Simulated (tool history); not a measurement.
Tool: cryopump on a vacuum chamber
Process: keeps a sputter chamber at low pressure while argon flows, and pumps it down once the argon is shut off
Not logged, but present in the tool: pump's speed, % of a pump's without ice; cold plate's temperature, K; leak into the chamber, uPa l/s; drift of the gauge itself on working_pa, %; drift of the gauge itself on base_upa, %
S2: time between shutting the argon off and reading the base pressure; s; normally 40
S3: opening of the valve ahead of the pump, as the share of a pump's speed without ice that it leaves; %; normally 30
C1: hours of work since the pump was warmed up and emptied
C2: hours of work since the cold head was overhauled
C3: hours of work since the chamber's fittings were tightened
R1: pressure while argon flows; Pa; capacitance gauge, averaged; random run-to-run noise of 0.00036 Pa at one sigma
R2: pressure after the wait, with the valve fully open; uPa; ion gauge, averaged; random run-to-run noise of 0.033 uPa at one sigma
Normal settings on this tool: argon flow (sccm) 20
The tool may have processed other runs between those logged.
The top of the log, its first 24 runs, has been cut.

Run 25, hour 1150.1: usual settings but argon flow (sccm) 30, S2 24 s; C1 61; C2 1020; C3 112. Result: R1 0.1104 Pa, R2 2.91 uPa.
Run 26, hour 1206.8: usual settings but argon flow (sccm) 30, S2 24 s; C1 88; C2 1047; C3 139. Result: R1 0.1106 Pa, R2 2.82 uPa.
Run 27, hour 1242.7: usual settings but argon flow (sccm) 10, S2 137 s; C1 105; C2 1064; C3 156. Result: R1 0.0371 Pa, R2 0.73 uPa.
Run 28, hour 1280.2: usual settings but argon flow (sccm) 38, S3 22 %; C1 123; C2 1081; C3 174. Result: R1 0.1913 Pa, R2 1.85 uPa.
Run 29, hour 1338.6: usual settings but argon flow (sccm) 38, S3 22 %; C1 151; C2 1109; C3 202. Result: R1 0.1922 Pa, R2 1.86 uPa.
Run 30, hour 1366.8: usual settings but argon flow (sccm) 38, S3 22 %; C1 164; C2 1123; C3 215. Result: R1 0.1906 Pa, R2 1.89 uPa.
Run 31, hour 1399.4: usual settings but argon flow (sccm) 11, S2 161 s, S3 44 %; C1 180; C2 1138; C3 231. Result: R1 0.0286 Pa, R2 0.74 uPa.
Run 32, hour 1433.8: usual settings but argon flow (sccm) 11, S2 161 s, S3 44 %; C1 196; C2 1154; C3 247. Result: R1 0.0278 Pa, R2 0.72 uPa.
Run 33, hour 1495.2: usual settings but argon flow (sccm) 11, S2 161 s, S3 44 %; C1 225; C2 1184; C3 276. Result: R1 0.0285 Pa, R2 0.77 uPa.
Run 34, hour 1542.1: usual settings but argon flow (sccm) 19, S2 37 s, S3 20 %; C1 248; C2 1206; C3 299. Result: R1 0.1063 Pa, R2 2.04 uPa.
Run 35, hour 1569.6: usual settings but S3 59 %; C1 261; C2 1219; C3 312. Result: R1 0.0397 Pa, R2 1.91 uPa.

Forecast each of these 3 alternatives for the next run:
Run A, hour 1595.9: usual settings but argon flow (sccm) 24, S2 87 s, S3 51 %; C1 273; C2 1231; C3 324. Result: R1 ?, R2 ?.
Run B, hour 1595.9: usual settings but argon flow (sccm) 28, S2 173 s, S3 15 %; C1 273; C2 1231; C3 324. Result: R1 ?, R2 ?.
Run C, hour 1595.9: usual settings but argon flow (sccm) 35, S3 20 %; C1 273; C2 1231; C3 324. Result: R1 ?, R2 ?.

run      R1    R2
  A  0.0561  1.08
  B  0.2081  0.73
  C  0.1973  1.88
What these runs would have given with no unlogged condition in the tool:
run      R1    R2
  A   0.052  0.91
  B  0.2033  0.56
  C  0.1914  1.72
